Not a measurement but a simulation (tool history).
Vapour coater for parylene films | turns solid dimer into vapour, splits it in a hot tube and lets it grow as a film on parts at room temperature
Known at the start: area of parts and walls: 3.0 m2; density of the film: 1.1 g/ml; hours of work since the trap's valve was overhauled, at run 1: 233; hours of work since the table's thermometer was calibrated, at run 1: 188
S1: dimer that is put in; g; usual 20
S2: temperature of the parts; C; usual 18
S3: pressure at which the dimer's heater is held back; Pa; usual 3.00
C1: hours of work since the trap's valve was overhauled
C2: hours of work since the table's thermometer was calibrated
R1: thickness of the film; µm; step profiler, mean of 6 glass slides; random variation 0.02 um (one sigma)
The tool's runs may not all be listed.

run,hour,S1,S2,S3,C1,C2,R1
1,0.0,20,18,3.00,233,188,3.10
2,18.9,20,18,3.00,242,198,3.07
3,31.6,20,18,3.00,249,204,3.10
4,39.9,20,18,3.00,253,208,3.06
5,55.3,20,18,3.00,261,216,3.08
6,67.8,20,18,3.00,267,222,3.07
7,79.0,20,18,3.00,273,228,3.04
8,94.0,20,18,3.00,280,236,3.03
9,113.7,20,18,3.00,290,246,3.02
10,124.0,28,18,3.00,296,251,4.28
11,144.0,28,18,3.00,306,261,4.26
12,162.7,28,18,3.00,315,270,4.24
13,176.7,28,12,3.00,322,277,5.23
14,187.5,20,18,8.97,328,283,2.37
15,199.1,20,21,8.97,334,289,2.09
16,214.2,20,21,8.97,341,296,2.14
17,227.9,20,21,8.97,348,303,2.15
18,238.8,20,18,3.00,354,309,2.98
19,250.7,20,19,3.00,360,315,2.86
20,259.1,20,18,3.00,364,319,2.98
21,276.0,20,18,3.00,372,328,3.04
22,289.1,20,18,3.00,379,334,3.00
23,309.4,20,18,3.00,389,345,2.97
24,323.0,36,18,10.87,396,351,4.02
25,338.7,8,29,10.23,404,359,0.61
26,355.4,8,29,10.23,413,368,0.62
27,365.7,9,17,2.13,418,373,1.47
28,380.0,9,17,2.13,425,380,1.46
29,399.0,20,18,9.29,435,390,2.28
30,416.7,20,18,9.29,444,399,2.30
31,425.0,13,18,9.29,448,403,1.48
32,433.5,32,10,5.81,452,407,5.34
33,443.8,32,10,5.81,457,412,5.31
34,461.0,32,10,5.81,466,421,5.26
35,481.5,18,27,3.00,476,432,1.91
36,490.4,18,30,3.00,481,436,1.71
37,506.5,8,14,4.85,489,444,1.19
38,518.2,10,15,2.22,495,450,1.71
39,529.0,15,15,2.80,500,456,2.41
40,538.9,15,17,8.83,505,461,1.76
# hour 544.3: trap's valve overhauled
41,551.2,15,17,6.42,4,465,2.09
42,564.5,15,17,6.42,10,471,2.11
43,573.1,25,11,3.47,15,476,4.97
44,589.2,11,18,3.00,23,484,1.77
45,597.7,11,18,3.00,27,488,1.74
46,617.4,20,18,9.61,37,498,2.46

3 ways to go on from here, each from the tool as it stands after run 46. What would each give?
A,628.1,20,18,3.79,42,504,?
B,628.1,18,21,3.00,42,504,?
C,628.1,28,18,9.61,42,504,?

run,R1
A,3.02
B,2.58
C,3.42
Without the tool's hidden state the same runs would have given:
run,R1
A,3.12
B,2.67
C,3.54
